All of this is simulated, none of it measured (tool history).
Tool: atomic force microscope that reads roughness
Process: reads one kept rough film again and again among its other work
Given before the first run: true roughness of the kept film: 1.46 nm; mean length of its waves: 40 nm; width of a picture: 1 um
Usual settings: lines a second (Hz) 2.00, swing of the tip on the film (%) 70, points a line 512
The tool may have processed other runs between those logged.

run,day,lines a second (Hz),swing of the tip on the film (%),points a line,roughness of the kept film (nm (root mean square))
1,0.000,2.00,70,512,1.242
2,0.312,2.00,70,512,1.244
3,0.921,2.00,70,888,1.246
4,1.429,2.66,70,512,1.219
5,1.892,2.66,70,512,1.223
6,2.204,2.00,70,512,1.247
7,2.850,2.00,70,512,1.227
8,3.404,2.00,70,512,1.237
9,3.783,2.00,70,451,1.223
10,4.050,2.00,70,723,1.237
11,4.433,2.00,70,512,1.229
12,4.825,2.00,70,512,1.222
13,5.108,2.00,88,512,1.090
14,5.612,2.00,88,512,1.086
15,6.133,0.78,70,512,1.289
16,6.588,0.78,70,512,1.285
17,7.054,0.78,70,512,1.271
18,7.604,0.78,70,512,1.272
19,8.033,0.78,70,512,1.270
20,8.492,2.00,70,507,1.204
21,8.950,2.00,70,507,1.207
22,9.292,2.00,70,512,1.302
23,9.558,2.00,70,512,1.296
24,10.146,2.00,70,512,1.299
25,10.729,2.00,70,512,1.288
26,11.367,1.73,88,280,1.179
27,11.658,1.73,89,464,1.162
28,12.308,3.42,65,291,1.252
29,12.821,0.93,83,395,1.298
30,13.329,1.96,88,831,1.147
31,13.662,1.96,61,435,1.321
32,14.225,0.71,70,512,1.344
33,14.700,0.71,70,512,1.343
34,15.179,1.05,70,899,1.320
35,15.696,1.05,70,899,1.313
36,16.125,1.90,86,628,1.148
37,16.717,1.90,86,628,1.132
38,17.346,3.77,80,512,1.049
39,17.783,1.26,67,472,1.305
40,18.242,1.26,67,472,1.294
41,18.808,0.71,66,916,1.328
42,19.304,0.71,85,916,1.260
43,19.817,0.71,85,916,1.248
44,20.442,0.94,63,512,1.298
45,21.029,0.94,63,512,1.304
46,21.675,2.00,60,512,1.272
47,22.204,2.00,60,512,1.271
48,22.675,3.37,59,512,1.230
49,23.329,1.47,70,267,1.230

Between the runs listed above, the log contained 3 entries, not reproduced here. Where in the sequence does each belong, and how does what the log doesn't record of the tool's condition differ from the listed run before to the listed run after?
In the gap between runs 21 and 22: new tip fitted (day 9.100)
  radius of the tip, nm: 30.7 -> 7.4
  measured value less the no-hidden-state value, roughness of the kept film (nm (root mean square)): -0.097 -> +0.002
In the gap between runs 28 and 29: height scale calibrated on a step standard (day 12.383)
  radius of the tip, nm: 11.6 -> 12.3; height scale over the true one, %: 0.3 -> 0.36
  measured value less the no-hidden-state value, roughness of the kept film (nm (root mean square)): -0.016 -> -0.019
In the gap between runs 35 and 36: height scale calibrated on a step standard, once more (day 15.988)
  radius of the tip, nm: 16.6 -> 17.1; height scale over the true one, %: 0.39 -> -0.15
  measured value less the no-hidden-state value, roughness of the kept film (nm (root mean square)): -0.039 -> -0.043
